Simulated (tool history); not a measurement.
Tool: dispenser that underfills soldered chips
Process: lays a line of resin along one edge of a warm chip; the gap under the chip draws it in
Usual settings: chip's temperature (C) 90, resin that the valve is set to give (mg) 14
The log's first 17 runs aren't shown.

run,hour,chip's temperature (C),resin that the valve is set to give (mg),time until the resin shows at the far edge (s),resin that the valve gave (mg)
18,60.6,90,13.1,59.5,12.18
19,63.3,90,13.1,65.3,12.38
20,68,100,14,53.3,12.94
21,70.3,78,15.2,111.1,14.3
# hour 71.9: new syringe of resin
22,74.7,78,15.2,74.6,14.09
23,79.3,78,15.2,84.3,14.2
24,83,78,15.2,95.6,14.11
25,85.6,78,15.2,103.7,14.04
26,88.2,78,15.2,110.3,14
# hour 90.1: new syringe of resin
27,93.3,76,15.3,83.1,14.15
28,95.3,76,15.3,88.1,13.98
29,98,76,15.3,94.7,14.11
30,101.9,76,15.3,105.4,13.89
31,106.4,86,13.3,90.3,12.2
# hour 108: new syringe of resin
32,111.7,89,18,51.5,16.4
33,115.6,89,18,58.6,16.25
34,118.8,89,18,64.7,16.24
35,122.7,89,18,73.1,16.28
# hour 125.9: new syringe of resin
36,126,99,13,37.8,11.64
37,130,81,13,76,11.81

4 ways to go on from here, each from the tool as it stands after run 37. What would each give?
A,134,90,13.2,?,?
B,134,81,14.1,?,?
C,134,95,14.7,?,?
D,134,77,17,?,?

run,time until the resin shows at the far edge (s),resin that the valve gave (mg)
A,63.2,11.89
B,81.5,12.8
C,53.2,13.29
D,89.5,15.26
Without the tool's hidden state the same runs would have given:
run,time until the resin shows at the far edge (s),resin that the valve gave (mg)
A,49.1,13.22
B,64,14.22
C,41.9,14.78
D,71.4,16.97
